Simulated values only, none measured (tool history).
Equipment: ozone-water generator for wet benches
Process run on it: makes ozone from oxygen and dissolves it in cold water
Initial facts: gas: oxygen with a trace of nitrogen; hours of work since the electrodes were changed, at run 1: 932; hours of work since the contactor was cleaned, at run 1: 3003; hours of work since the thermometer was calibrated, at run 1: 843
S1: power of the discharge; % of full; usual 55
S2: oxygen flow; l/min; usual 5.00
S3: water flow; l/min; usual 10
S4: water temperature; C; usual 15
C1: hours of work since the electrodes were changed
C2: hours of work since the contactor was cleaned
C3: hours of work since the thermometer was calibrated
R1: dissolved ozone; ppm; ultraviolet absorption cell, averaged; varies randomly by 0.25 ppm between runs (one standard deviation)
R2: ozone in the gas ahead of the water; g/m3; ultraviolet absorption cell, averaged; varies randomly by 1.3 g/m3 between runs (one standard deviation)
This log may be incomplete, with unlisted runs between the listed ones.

run,hour,S1,S2,S3,S4,C1,C2,C3,R1,R2
1,0.0,55,5.00,10,15,932,3003,843,36.1,238.5
2,56.2,55,5.00,10,15,969,3040,880,35.8,235.2
3,92.2,55,5.00,10,15,993,3064,904,36.2,236.9
4,136.2,55,5.00,10,15,1022,3093,934,36.1,234.3
5,182.0,55,8.47,10,15,1053,3124,964,32.8,179.9
# hour 187.4: water thermometer calibrated
6,238.0,55,8.47,10,11,1090,3161,34,36.3,179.3
7,277.5,55,4.54,15,10,1116,3187,60,29.9,250.0
8,333.8,55,4.54,15,10,1153,3224,97,29.6,248.6

The next listed run, before its measurement:
9,366.0,87,5.26,14,10,1175,3246,119,?,?

{"run 9": {"R1": 41.1, "R2": 302.1}}
With no hidden state in the tool, this same run would have given R1 43.7 ppm, R2 309.3 g/m3.
